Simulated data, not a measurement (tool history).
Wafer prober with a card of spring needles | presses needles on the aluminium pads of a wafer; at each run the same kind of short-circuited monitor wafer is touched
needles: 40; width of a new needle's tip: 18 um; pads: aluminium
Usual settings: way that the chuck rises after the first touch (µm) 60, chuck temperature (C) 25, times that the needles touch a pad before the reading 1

run   hour  way that the chuck rises after the first touch (µm)  chuck temperature (C)  times that the needles touch a pad before the reading  resistance of one needle with its contact and lead (mohm)  way that a needle slides on the pad (µm)
  1      0                                                   60                     25                                                      1                                                        221                                     13.28
       5.7  -- tips cleaned on abrasive film
      12.7  -- tips cleaned on abrasive film
      18.4  -- tips cleaned on abrasive film
      25.5  -- tips cleaned on abrasive film
      31.1  -- tips cleaned on abrasive film
  2   34.9                                                   60                     62                                                      1                                                        256                                     13.18
      37.8  -- tips cleaned on abrasive film
      43.4  -- tips cleaned on abrasive film
      50.5  -- tips cleaned on abrasive film
      56.2  -- tips cleaned on abrasive film
      56.5  -- height of the first contact set anew
  3   59.1                                                   60                     25                                                      1                                                        234                                     13.96
      63.4  -- tips cleaned on abrasive film
      69.1  -- tips cleaned on abrasive film
      74.8  -- tips cleaned on abrasive film
      81.8  -- tips cleaned on abrasive film
  4   83.2                                                   60                     25                                                      1                                                        226                                     14.05
      87.6  -- tips cleaned on abrasive film
      94.7  -- tips cleaned on abrasive film
     101.8  -- tips cleaned on abrasive film
  5  105.2                                                   60                     92                                                      1                                                        254                                        14
     108.1  -- tips cleaned on abrasive film
     115.2  -- tips cleaned on abrasive film
     120.9  -- tips cleaned on abrasive film
     127.9  -- tips cleaned on abrasive film
       135  -- tips cleaned on abrasive film
  6  138.7                                                   70                     25                                                      1                                                        237                                     16.07
     141.6  -- tips cleaned on abrasive film
     148.6  -- tips cleaned on abrasive film
     154.3  -- tips cleaned on abrasive film
     161.4  -- tips cleaned on abrasive film
     168.4  -- tips cleaned on abrasive film
  7  169.3                                                   60                     25                                                      1                                                        227                                     13.86
       175  -- tips cleaned on abrasive film
     180.7  -- tips cleaned on abrasive film
     186.3  -- tips cleaned on abrasive film
  8  188.5                                                   60                     28                                                      1                                                        239                                     13.63
     192.7  -- tips cleaned on abrasive film
     199.8  -- tips cleaned on abrasive film
     206.9  -- tips cleaned on abrasive film
     213.9  -- tips cleaned on abrasive film
  9  217.4                                                   60                     28                                                      1                                                        242                                     13.49
     220.2  -- tips cleaned on abrasive film
     225.9  -- tips cleaned on abrasive film
     231.6  -- tips cleaned on abrasive film
     238.7  -- tips cleaned on abrasive film
     245.7  -- tips cleaned on abrasive film
     252.8  -- tips cleaned on abrasive film
 10  255.1                                                   60                     28                                                      1                                                        237                                     13.44
     259.4  -- tips cleaned on abrasive film
     266.4  -- tips cleaned on abrasive film
     272.1  -- tips cleaned on abrasive film
     279.2  -- tips cleaned on abrasive film
     284.8  -- tips cleaned on abrasive film
 11  290.3                                                   60                     28                                                      1                                                        260                                     13.28
     291.8  -- tips cleaned on abrasive film
     297.5  -- tips cleaned on abrasive film
     303.2  -- tips cleaned on abrasive film
     310.2  -- tips cleaned on abrasive film
     315.9  -- tips cleaned on abrasive film
 12  321.5                                                   60                     28                                                      1                                                        263                                     13.33
       323  -- tips cleaned on abrasive film
     328.6  -- tips cleaned on abrasive film
     334.3  -- tips cleaned on abrasive film
       336  -- height of the first contact set anew
     341.7  -- tips cleaned on abrasive film
     348.7  -- tips cleaned on abrasive film
     355.8  -- tips cleaned on abrasive film
 13  356.9                                                   43                     68                                                      1                                                        247                                      9.99
     362.6  -- tips cleaned on abrasive film
     368.2  -- tips cleaned on abrasive film
     375.3  -- tips cleaned on abrasive film
 14  375.6                                                   43                     68                                                      1                                                        243                                      9.71
     381.3  -- tips cleaned on abrasive film
       387  -- tips cleaned on abrasive film
       394  -- tips cleaned on abrasive film
     401.1  -- tips cleaned on abrasive film
     408.2  -- tips cleaned on abrasive film
 15  409.3                                                   48                     25                                                      2                                                        221                                      11.1
       415  -- tips cleaned on abrasive film
     420.7  -- tips cleaned on abrasive film
     426.3  -- tips cleaned on abrasive film
     433.4  -- tips cleaned on abrasive film
 16  434.5                                                   49                     40                                                      3                                                        225                                     11.11
     440.2  -- tips cleaned on abrasive film
     447.2  -- tips cleaned on abrasive film
     454.3  -- tips cleaned on abrasive film
     461.4  -- tips cleaned on abrasive film
     468.4  -- tips cleaned on abrasive film
 17  469.3                                                   45                     25                                                      1                                                        249                                     10.28
       475  -- tips cleaned on abrasive film
       482  -- tips cleaned on abrasive film
       489  -- tips cleaned on abrasive film
 18    489                                                   51                    111                                                      1                                                        240                                     11.69
     496.1  -- tips cleaned on abrasive film
     503.2  -- tips cleaned on abrasive film
     509.1  -- tips cleaned on abrasive film
 19  509.1                                                   60                     54                                                      2                                                        220                                     13.38
     514.7  -- tips cleaned on abrasive film
     520.4  -- tips cleaned on abrasive film
     527.5  -- tips cleaned on abrasive film
     533.1  -- tips cleaned on abrasive film
     538.8  -- tips cleaned on abrasive film
     545.9  -- tips cleaned on abrasive film
 20  546.3                                                   60                     54                                                      2                                                        221                                     13.48
       552  -- tips cleaned on abrasive film
     557.7  -- tips cleaned on abrasive film
     563.3  -- tips cleaned on abrasive film
     570.4  -- tips cleaned on abrasive film
     576.1  -- tips cleaned on abrasive film
     583.1  -- tips cleaned on abrasive film
 21  588.6                                                   79                     77                                                      3                                                        229                                     17.61
     590.1  -- tips cleaned on abrasive film
     597.2  -- tips cleaned on abrasive film
     602.9  -- tips cleaned on abrasive film
     608.5  -- tips cleaned on abrasive film
     615.6  -- tips cleaned on abrasive film
     615.9  -- height of the first contact set anew
     622.5  -- tips cleaned on abrasive film
 22  622.5                                                   79                     77                                                      3                                                        221                                     18.18
     628.1  -- tips cleaned on abrasive film
     635.2  -- tips cleaned on abrasive film
     640.9  -- tips cleaned on abrasive film
     647.9  -- tips cleaned on abrasive film
 23  652.3                                                   79                     77                                                      3                                                        232                                      18.4

Forecast each of these 4 alternatives for the next run:
     653.8  -- tips cleaned on abrasive film
     660.8  -- tips cleaned on abrasive film
     667.9  -- tips cleaned on abrasive film
     673.6  -- tips cleaned on abrasive film
  A  678.1                                                   52                     95                                                      2                                                          ?                                         ?
     653.8  -- tips cleaned on abrasive film
     660.8  -- tips cleaned on abrasive film
     667.9  -- tips cleaned on abrasive film
     673.6  -- tips cleaned on abrasive film
  B  678.1                                                   50                     27                                                      1                                                          ?                                         ?
     653.8  -- tips cleaned on abrasive film
     660.8  -- tips cleaned on abrasive film
     667.9  -- tips cleaned on abrasive film
     673.6  -- tips cleaned on abrasive film
  C  678.1                                                   53                     43                                                      2                                                          ?                                         ?
     653.8  -- tips cleaned on abrasive film
     660.8  -- tips cleaned on abrasive film
     667.9  -- tips cleaned on abrasive film
     673.6  -- tips cleaned on abrasive film
  D  678.1                                                   64                     25                                                      1                                                          ?                                         ?

run  resistance of one needle with its contact and lead (mohm)  way that a needle slides on the pad (µm)
  A                                                        260                                     11.81
  B                                                        279                                      11.4
  C                                                        256                                     12.25
  D                                                        250                                     14.87
Without the tool's hidden state the same runs would have given:
run  resistance of one needle with its contact and lead (mohm)  way that a needle slides on the pad (µm)
  A                                                        224                                     11.98
  B                                                        210                                     11.57
  C                                                        218                                     12.42
  D                                                        207                                     15.04
